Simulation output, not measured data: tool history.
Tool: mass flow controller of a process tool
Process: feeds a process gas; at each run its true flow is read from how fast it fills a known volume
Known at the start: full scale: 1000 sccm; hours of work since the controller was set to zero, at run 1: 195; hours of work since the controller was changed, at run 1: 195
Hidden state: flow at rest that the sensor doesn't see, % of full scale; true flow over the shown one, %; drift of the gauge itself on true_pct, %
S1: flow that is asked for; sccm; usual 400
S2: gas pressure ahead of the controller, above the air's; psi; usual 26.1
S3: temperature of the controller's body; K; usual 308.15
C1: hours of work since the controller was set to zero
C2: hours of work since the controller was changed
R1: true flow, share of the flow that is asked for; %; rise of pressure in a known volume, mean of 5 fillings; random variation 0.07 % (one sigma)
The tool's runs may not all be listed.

run	day	S1	S2	S3	C1	C2	R1
1	0.000	400	26.1	308.15	195	195	97.85
2	3.904	400	26.1	296.15	256	256	97.98
3	7.879	325	26.1	308.15	318	318	97.46
4	12.721	263	26.1	308.15	394	394	97.20
5	16.071	400	26.1	308.15	447	447	97.77
6	18.958	400	26.1	308.15	492	492	97.71
7	22.567	400	26.1	301.15	549	549	97.97
8	25.467	400	26.1	301.15	594	594	98.05
9	27.467	400	26.1	301.15	625	625	97.83
10	30.629	400	26.1	301.15	675	675	97.88
11	34.000	400	26.1	301.15	728	728	97.98
12	37.571	400	26.1	301.15	784	784	97.95
13	42.404	400	26.1	301.15	860	860	97.90
14	46.138	400	26.1	308.15	918	918	97.83
15	50.817	138	26.1	308.15	991	991	95.81
# day 51.079: controller's zero set anew
16	53.404	138	26.1	308.15	36	1032	94.66
17	55.912	138	26.1	308.15	76	1071	94.54
18	58.129	138	26.1	308.15	111	1106	94.56
19	61.279	138	26.1	308.15	160	1155	94.52
# day 65.175: controller's zero set anew, once more
20	65.708	138	26.1	308.15	8	1224	97.64
21	68.038	138	26.1	308.15	45	1261	97.64
22	71.421	138	26.1	308.15	98	1314	97.54
23	76.000	400	27.8	308.15	170	1386	98.74
24	80.654	400	39.2	296.15	243	1459	99.50
25	82.800	400	39.2	296.15	276	1492	99.64
26	87.638	225	20.9	302.15	352	1568	97.81
27	90.062	250	25.7	311.15	390	1606	97.92
28	93.046	250	25.7	311.15	437	1653	98.12
29	96.838	609	26.8	311.15	496	1712	99.50
30	99.496	878	24.7	308.15	538	1754	100.44
31	101.800	262	24.7	294.15	574	1790	98.29
32	104.392	891	40.2	310.15	615	1831	100.90
33	109.238	150	24.5	305.15	691	1907	97.11
34	111.879	150	24.5	305.15	732	1948	97.12
35	114.488	618	28.9	305.15	773	1989	99.81
36	117.717	618	28.9	305.15	824	2040	99.93
37	122.350	427	26.1	296.15	896	2112	99.33
38	124.729	427	26.1	296.15	934	2150	99.26
39	127.879	427	26.1	296.15	983	2199	99.25
40	130.367	174	37.1	299.15	1022	2238	98.05
41	134.800	244	37.1	308.15	1092	2307	98.45
42	137.617	460	20.6	308.15	1136	2352	98.93
43	139.696	460	20.6	308.15	1168	2384	98.91
44	143.404	279	35.1	300.15	1226	2442	98.75
45	145.512	543	35.1	307.15	1259	2475	99.87

Hidden state or all else? Some run-to-run changes of R1, split into what the settings, what came in and random variation would give without the hidden state, and what is left for the hidden state (with any gauge scatter that isn't in both results):
Run 14 -> 15: S1 400 -> 138. R1 -2.02 %: hidden state -1.23, all else -0.79.
Run 15 -> 16: controller's zero set anew. R1 -1.15 %: hidden state -1.23, all else +0.08.
Run 19 -> 20: controller's zero set anew, once more. R1 +3.12 %: hidden state +3.11, all else +0.01.
Run 32 -> 33: S1 891 -> 150, S2 40.2 -> 24.5, S3 310.15 -> 305.15. R1 -3.79 %: hidden state -1.18, all else -2.61.
Run 34 -> 35: S1 150 -> 618, S2 24.5 -> 28.9. R1 +2.69 %: hidden state +1.17, all else +1.52.
